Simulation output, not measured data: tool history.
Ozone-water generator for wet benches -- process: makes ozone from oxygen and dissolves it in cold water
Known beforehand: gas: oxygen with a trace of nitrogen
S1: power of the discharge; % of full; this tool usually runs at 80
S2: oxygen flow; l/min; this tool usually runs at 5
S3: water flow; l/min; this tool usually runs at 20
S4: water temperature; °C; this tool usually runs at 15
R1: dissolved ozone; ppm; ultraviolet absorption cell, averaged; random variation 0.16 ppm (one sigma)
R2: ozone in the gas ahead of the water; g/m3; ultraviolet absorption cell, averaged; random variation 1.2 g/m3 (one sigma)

run 1 hour=0 | S1=80 S2=5 S3=20 S4=15 | R1=20.9 R2=211.4
run 2 hour=15.1 | S1=80 S2=5 S3=20 S4=15 | R1=20.9 R2=211.1
run 3 hour=28.5 | S1=80 S2=5 S3=20 S4=15 | R1=20.9 R2=215.1
run 4 hour=44.1 | S1=80 S2=5 S3=20 S4=15 | R1=20.9 R2=214.1
run 5 hour=62.6 | S1=80 S2=4.3 S3=20 S4=15 | R1=20.2 R2=225.7
run 6 hour=76.3 | S1=80 S2=4.3 S3=20 S4=15 | R1=20.3 R2=224.2
run 7 hour=96.5 | S1=80 S2=4.3 S3=20 S4=15 | R1=20.1 R2=223.5
run 8 hour=125.3 | S1=80 S2=4.3 S3=20 S4=8 | R1=21.8 R2=225.3
run 9 hour=139.6 | S1=93 S2=5 S3=20 S4=15 | R1=23.4 R2=235.9
run 10 hour=160.7 | S1=93 S2=5 S3=20 S4=15 | R1=23.4 R2=233.6
run 11 hour=187.7 | S1=93 S2=5 S3=20 S4=15 | R1=23.2 R2=238.5
run 12 hour=201.4 | S1=93 S2=5 S3=20 S4=15 | R1=23.4 R2=234.5
run 13 hour=230.7 | S1=93 S2=5 S3=20 S4=15 | R1=23.1 R2=235.7
run 14 hour=256.4 | S1=93 S2=5 S3=13 S4=8 | R1=38.4 R2=236.5
run 15 hour=275.4 | S1=70 S2=2.87 S3=20 S4=16 | R1=16.2 R2=235.4
run 16 hour=289.3 | S1=70 S2=2.87 S3=20 S4=16 | R1=15.8 R2=236.4
run 17 hour=309 | S1=70 S2=5.6 S3=20 S4=16 | R1=19.2 R2=187.9
run 18 hour=335.2 | S1=80 S2=5 S3=15 S4=8 | R1=30.3 R2=211.7
run 19 hour=361.9 | S1=80 S2=5 S3=20 S4=8 | R1=22.5 R2=214.1
run 20 hour=389.7 | S1=80 S2=5 S3=20 S4=8 | R1=22.8 R2=212.5
run 21 hour=402.7 | S1=41 S2=2.82 S3=20 S4=20 | R1=10.8 R2=164.4
run 22 hour=430.1 | S1=65 S2=4.43 S3=15 S4=11 | R1=25 R2=194.7
run 23 hour=452.1 | S1=80 S2=5 S3=20 S4=8 | R1=22.9 R2=213
run 24 hour=468.6 | S1=80 S2=5 S3=12 S4=15 | R1=32.6 R2=212.7
run 25 hour=483.9 | S1=52 S2=7.17 S3=13 S4=15 | R1=24.5 R2=142.7
run 26 hour=512.9 | S1=52 S2=7.17 S3=13 S4=15 | R1=24.3 R2=141.5

Consider 5 possible next runs. They are alternatives, not a sequence: every one starts from the tool as it was left by run 26. What does each give?
run A hour=525.2 | S1=85 S2=5 S3=12 S4=9 | R1=? R2=?
run B hour=525.2 | S1=52 S2=7.17 S3=12 S4=15 | R1=? R2=?
run C hour=525.2 | S1=57 S2=7.17 S3=21 S4=15 | R1=? R2=?
run D hour=525.2 | S1=62 S2=3.58 S3=13 S4=15 | R1=? R2=?
run E hour=525.2 | S1=59 S2=5 S3=15 S4=15 | R1=? R2=?

run=A R1=37.7 R2=222.7
run=B R1=25.3 R2=143.4
run=C R1=17.3 R2=151.5
run=D R1=24.7 R2=201.8
run=E R1=22.3 R2=174.5
Without the tool's hidden state the same runs would have given:
run=A R1=37.7 R2=222.8
run=B R1=25.4 R2=143.4
run=C R1=17.3 R2=151.5
run=D R1=24.7 R2=201.9
run=E R1=22.3 R2=174.5
